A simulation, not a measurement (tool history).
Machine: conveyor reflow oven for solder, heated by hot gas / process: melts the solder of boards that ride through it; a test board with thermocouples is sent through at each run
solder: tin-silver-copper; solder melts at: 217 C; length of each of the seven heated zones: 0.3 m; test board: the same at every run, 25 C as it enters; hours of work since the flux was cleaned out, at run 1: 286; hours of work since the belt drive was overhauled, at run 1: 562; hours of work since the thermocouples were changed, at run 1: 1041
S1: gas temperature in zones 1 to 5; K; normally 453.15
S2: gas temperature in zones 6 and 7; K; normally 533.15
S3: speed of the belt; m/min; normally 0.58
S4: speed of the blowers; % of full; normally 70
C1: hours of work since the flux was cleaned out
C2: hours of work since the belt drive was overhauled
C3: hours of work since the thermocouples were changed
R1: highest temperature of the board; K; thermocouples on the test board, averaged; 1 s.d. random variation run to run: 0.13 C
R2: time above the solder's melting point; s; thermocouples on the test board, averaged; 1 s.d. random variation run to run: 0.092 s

{"run": 1, "day": 0.0, "S1": 453.15, "S2": 533.15, "S3": 0.58, "S4": 70, "C1": 286, "C2": 562, "C3": 1041, "R1": 518.15, "R2": 44.26}
{"run": 2, "day": 1.871, "S1": 461.15, "S2": 533.15, "S3": 0.58, "S4": 70, "C1": 316, "C2": 592, "C3": 1071, "R1": 519.55, "R2": 48.44}
{"day": 3.496, "done": "thermocouples of zones 6 and 7 changed"}
{"run": 3, "day": 4.292, "S1": 461.15, "S2": 533.15, "S3": 0.58, "S4": 70, "C1": 354, "C2": 630, "C3": 13, "R1": 521.15, "R2": 49.24}
{"day": 7.004, "done": "flux residue cleaned out of gas plates and filters"}
{"run": 4, "day": 7.054, "S1": 453.15, "S2": 533.15, "S3": 0.61, "S4": 70, "C1": 1, "C2": 671, "C3": 54, "R1": 519.85, "R2": 43.01}
{"run": 5, "day": 8.754, "S1": 453.15, "S2": 533.15, "S3": 0.61, "S4": 70, "C1": 28, "C2": 698, "C3": 81, "R1": 519.55, "R2": 43.06}
{"run": 6, "day": 10.508, "S1": 452.15, "S2": 533.15, "S3": 0.58, "S4": 70, "C1": 56, "C2": 726, "C3": 109, "R1": 520.45, "R2": 46.12}
{"run": 7, "day": 12.171, "S1": 453.15, "S2": 533.15, "S3": 0.698, "S4": 70, "C1": 83, "C2": 753, "C3": 136, "R1": 515.15, "R2": 34.12}
{"run": 8, "day": 13.929, "S1": 453.15, "S2": 533.15, "S3": 0.698, "S4": 70, "C1": 111, "C2": 781, "C3": 164, "R1": 515.25, "R2": 34.01}
{"run": 9, "day": 16.071, "S1": 445.15, "S2": 533.15, "S3": 0.58, "S4": 70, "C1": 146, "C2": 816, "C3": 199, "R1": 519.25, "R2": 42.86}
{"run": 10, "day": 18.179, "S1": 453.15, "S2": 533.15, "S3": 0.663, "S4": 70, "C1": 180, "C2": 850, "C3": 233, "R1": 516.45, "R2": 37.02}
{"day": 19.979, "done": "belt drive overhauled, speed set with a stopwatch"}
{"run": 11, "day": 21.038, "S1": 453.15, "S2": 533.15, "S3": 0.663, "S4": 70, "C1": 223, "C2": 17, "C3": 276, "R1": 515.95, "R2": 36.09}
{"run": 12, "day": 23.696, "S1": 453.15, "S2": 533.15, "S3": 0.521, "S4": 70, "C1": 266, "C2": 60, "C3": 319, "R1": 522.25, "R2": 52.86}
{"run": 13, "day": 25.6, "S1": 453.15, "S2": 533.15, "S3": 0.521, "S4": 70, "C1": 296, "C2": 90, "C3": 350, "R1": 521.85, "R2": 52.9}
{"run": 14, "day": 28.904, "S1": 453.15, "S2": 533.15, "S3": 0.521, "S4": 70, "C1": 350, "C2": 144, "C3": 403, "R1": 521.65, "R2": 52.64}
{"run": 15, "day": 30.896, "S1": 453.15, "S2": 533.15, "S3": 0.521, "S4": 70, "C1": 382, "C2": 176, "C3": 435, "R1": 521.55, "R2": 52.6}
{"day": 32.079, "done": "flux residue cleaned out of gas plates and filters"}
{"run": 16, "day": 33.217, "S1": 453.15, "S2": 533.15, "S3": 0.521, "S4": 70, "C1": 18, "C2": 210, "C3": 469, "R1": 522.25, "R2": 53.45}
{"run": 17, "day": 36.312, "S1": 453.15, "S2": 533.15, "S3": 0.521, "S4": 70, "C1": 68, "C2": 259, "C3": 518, "R1": 522.05, "R2": 53.4}
{"run": 18, "day": 39.658, "S1": 453.15, "S2": 533.15, "S3": 0.521, "S4": 70, "C1": 122, "C2": 313, "C3": 572, "R1": 521.95, "R2": 53.23}
{"run": 19, "day": 42.471, "S1": 453.15, "S2": 533.15, "S3": 0.523, "S4": 70, "C1": 167, "C2": 358, "C3": 617, "R1": 521.65, "R2": 52.75}
{"run": 20, "day": 44.217, "S1": 455.15, "S2": 533.15, "S3": 0.48, "S4": 75, "C1": 195, "C2": 386, "C3": 646, "R1": 524.45, "R2": 61.21}
{"run": 21, "day": 46.0, "S1": 453.15, "S2": 534.15, "S3": 0.557, "S4": 57, "C1": 224, "C2": 415, "C3": 674, "R1": 517.55, "R2": 44.95}
{"run": 22, "day": 48.033, "S1": 453.15, "S2": 533.15, "S3": 0.569, "S4": 73, "C1": 257, "C2": 448, "C3": 707, "R1": 519.95, "R2": 46.92}
{"run": 23, "day": 49.517, "S1": 453.15, "S2": 533.15, "S3": 0.569, "S4": 73, "C1": 280, "C2": 472, "C3": 731, "R1": 519.85, "R2": 47.02}
{"run": 24, "day": 51.496, "S1": 453.15, "S2": 533.15, "S3": 0.569, "S4": 73, "C1": 312, "C2": 504, "C3": 763, "R1": 519.65, "R2": 46.66}
{"run": 25, "day": 53.204, "S1": 458.15, "S2": 533.15, "S3": 0.58, "S4": 83, "C1": 340, "C2": 531, "C3": 790, "R1": 521.65, "R2": 49.35}
{"run": 26, "day": 54.712, "S1": 458.15, "S2": 533.15, "S3": 0.58, "S4": 83, "C1": 364, "C2": 555, "C3": 814, "R1": 521.75, "R2": 49.37}
{"run": 27, "day": 56.479, "S1": 458.15, "S2": 533.15, "S3": 0.58, "S4": 83, "C1": 392, "C2": 584, "C3": 843, "R1": 521.55, "R2": 49.32}
{"day": 56.942, "done": "flux residue cleaned out of gas plates and filters"}
{"run": 28, "day": 58.912, "S1": 449.15, "S2": 533.15, "S3": 0.58, "S4": 83, "C1": 32, "C2": 619, "C3": 879, "R1": 521.55, "R2": 46.39}
{"run": 29, "day": 61.138, "S1": 449.15, "S2": 533.15, "S3": 0.58, "S4": 83, "C1": 68, "C2": 655, "C3": 914, "R1": 521.15, "R2": 46.47}
{"run": 30, "day": 62.733, "S1": 449.15, "S2": 533.15, "S3": 0.503, "S4": 83, "C1": 93, "C2": 681, "C3": 940, "R1": 523.85, "R2": 56.55}
{"run": 31, "day": 65.954, "S1": 467.15, "S2": 523.15, "S3": 0.58, "S4": 68, "C1": 145, "C2": 733, "C3": 992, "R1": 511.85, "R2": 45.91}

Measured minus without-hidden-state, run by run (identical run-to-run variation in each term; gauge scatter may differ):
Unlogged tool condition in this case: heat that the gas passes to the board, % of a clean oven's; belt's true speed, % of the reading; true gas temperature in zones 6 and 7 over the reading, C; drift of the gauge itself on peak_c, C; drift of the gauge itself on liquid_s, %.
run=1 R1=-3 R2=-1.89
run=2 R1=-3.1 R2=-1.7
run=3 R1=-1.3 R2=-0.65
run=4 R1=-0.2 R2=+0.25
run=5 R1=-0.4 R2=+0.17
run=6 R1=-0.5 R2=+0.11
run=7 R1=-0.6 R2=-0.09
run=8 R1=-0.7 R2=-0.19
run=9 R1=-0.9 R2=-0.22
run=10 R1=-1 R2=-0.37
run=11 R1=-1.6 R2=-1.27
run=12 R1=-1.6 R2=-1.2
run=13 R1=-1.8 R2=-1.3
run=14 R1=-1.9 R2=-1.44
run=15 R1=-2.1 R2=-1.53
run=16 R1=-1.3 R2=-0.71
run=17 R1=-1.5 R2=-0.83
run=18 R1=-1.7 R2=-0.97
run=19 R1=-1.9 R2=-1.09
run=20 R1=-2 R2=-1.03
run=21 R1=-2 R2=-1.44
run=22 R1=-2.3 R2=-1.39
run=23 R1=-2.4 R2=-1.47
run=24 R1=-2.6 R2=-1.56
run=25 R1=-2.6 R2=-1.38
run=26 R1=-2.7 R2=-1.45
run=27 R1=-2.9 R2=-1.51
run=28 R1=-2 R2=-0.82
run=29 R1=-2.2 R2=-0.93
run=30 R1=-2.4 R2=-0.92
run=31 R1=-2.3 R2=-1.49
